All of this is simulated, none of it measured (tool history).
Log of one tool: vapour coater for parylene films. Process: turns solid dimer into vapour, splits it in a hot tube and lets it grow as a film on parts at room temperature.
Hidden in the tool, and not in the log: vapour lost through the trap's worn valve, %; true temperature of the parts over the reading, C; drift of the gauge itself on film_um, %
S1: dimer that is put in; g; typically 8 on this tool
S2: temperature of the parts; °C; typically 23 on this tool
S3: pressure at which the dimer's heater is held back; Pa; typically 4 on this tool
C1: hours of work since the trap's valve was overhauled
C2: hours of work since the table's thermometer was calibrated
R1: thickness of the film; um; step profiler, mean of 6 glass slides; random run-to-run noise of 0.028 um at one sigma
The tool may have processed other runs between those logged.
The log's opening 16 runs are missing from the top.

run     day  S1  S2    S3   C1   C2    R1
 17   8.033  12  23     4  436  199  3.38
 18   8.467   8  31     4  444  207  1.84
 19    9.05   8  31     4  455  218  1.86
 20   9.508   8  23     4  464  227  2.27
 21  10.138   8  23     4  476  239  2.26
 22  10.446   8  23     4  481  245  2.25
 23  10.825   8  23     4  489  252  2.26
 24  11.142   3  18     4  495  258  0.93
 25  11.658   3  18     4  504  268  0.99
 26  12.254   4  20  9.69  515  279  1.02
 27  12.821   4  18     4  526  289  1.26
 28  13.338   4  18     4  536  299  1.26
 29  13.767   5  23  9.22  544  307  1.13
 30  14.133   5  23  9.22  551  314  1.14

What will run 31 give?
 31  14.625   5  23  10.37  560  323   ?

Run 31 gave R1 1.08 um.
Minus the tool's unlogged condition, the same run would have read R1 1.16 um.
